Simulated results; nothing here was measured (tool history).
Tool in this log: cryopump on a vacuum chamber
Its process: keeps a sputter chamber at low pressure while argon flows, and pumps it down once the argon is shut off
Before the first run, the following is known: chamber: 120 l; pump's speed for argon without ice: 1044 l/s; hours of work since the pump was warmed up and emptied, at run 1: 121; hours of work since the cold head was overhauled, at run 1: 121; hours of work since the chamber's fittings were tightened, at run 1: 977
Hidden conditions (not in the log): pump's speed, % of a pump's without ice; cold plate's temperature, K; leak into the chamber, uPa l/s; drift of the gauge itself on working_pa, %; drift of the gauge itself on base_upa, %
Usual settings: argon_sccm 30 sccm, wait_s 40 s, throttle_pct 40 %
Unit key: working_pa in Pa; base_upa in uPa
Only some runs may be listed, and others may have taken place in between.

run	hour	argon_sccm	wait_s	throttle_pct	hours of work since the pump was warmed up and emptied	hours of work since the cold head was overhauled	hours of work since the chamber's fittings were tightened	working_pa	base_upa
1	0	30	40	40	121	121	977	0.1224	6.83
2	66.5	31	40	40	161	161	1017	0.1262	6.95
3	140.3	30	40	40	206	206	1062	0.1234	7.01
# hour 166: leaking fittings of the chamber tightened, without venting
4	221.4	30	40	17	253	253	33	0.2873	3.79
5	282.5	30	40	17	290	290	70	0.2909	3.93
6	387.9	46	40	40	353	353	133	0.1916	4.1
7	480.6	46	40	40	409	409	189	0.1917	4.36
8	563.2	46	40	40	459	459	239	0.1943	4.6
9	662.7	41	40	40	519	519	299	0.1732	4.73
10	731.9	18	40	40	560	560	340	0.0763	4.85
11	782.2	18	40	40	591	591	371	0.0751	5.07
12	887.9	41	40	40	654	654	434	0.1745	5.32
13	966.5	41	40	40	701	701	481	0.1746	5.39
14	1028.5	41	40	40	739	739	519	0.1772	5.68
15	1125	41	40	40	797	797	577	0.1766	5.84
16	1199.1	41	40	40	841	841	621	0.1763	5.91
17	1254.4	41	40	40	875	875	654	0.1769	6.15
18	1323.6	41	40	40	916	916	696	0.1782	6.35
19	1427.2	41	40	40	978	978	758	0.1791	6.65
20	1518.3	16	93	23	1033	1033	813	0.1186	4.79
# hour 1581: pump warmed up, emptied and cooled again
21	1627.3	44	40	34	28	1096	876	0.2107	6.61
22	1704.8	18	40	40	74	1142	922	0.0739	6.82
23	1785.8	18	40	40	123	1191	971	0.074	6.85
24	1863.3	15	40	40	170	1238	1018	0.0623	7.07
25	1935.6	34	217	40	213	1281	1061	0.1415	4.36
# hour 1965.1: leaking fittings of the chamber tightened, without venting
26	1983.7	34	217	40	241	1309	11	0.1409	1.03
27	2047.3	34	217	40	279	1347	49	0.1422	1.11
28	2097.3	34	40	23	309	1377	79	0.2437	4.03
29	2172.7	34	40	23	355	1423	125	0.2447	4.22
30	2243.6	34	40	23	397	1465	167	0.2434	4.31
31	2298.3	31	40	29	430	1498	200	0.1785	4.45
32	2368.1	22	70	36	472	1540	242	0.1019	3.02
33	2435.4	30	122	16	513	1580	283	0.31	2.35

Branching from run 33: 4 alternative next runs. What would each branch give?
A	2515.8	19	176	25	561	1629	331	?	?
B	2515.8	44	221	16	561	1629	331	?	?
C	2515.8	30	25	33	561	1629	331	?	?
D	2515.8	37	115	54	561	1629	331	?	?

run	working_pa	base_upa
A	0.1268	2.27
B	0.4518	2.1
C	0.1537	6.9
D	0.1162	2.64
Take away the tool's hidden state, keep each run's random variation, and the runs would have read:
run	working_pa	base_upa
A	0.1231	1.05
B	0.4432	0.88
C	0.1477	5.71
D	0.109	1.45
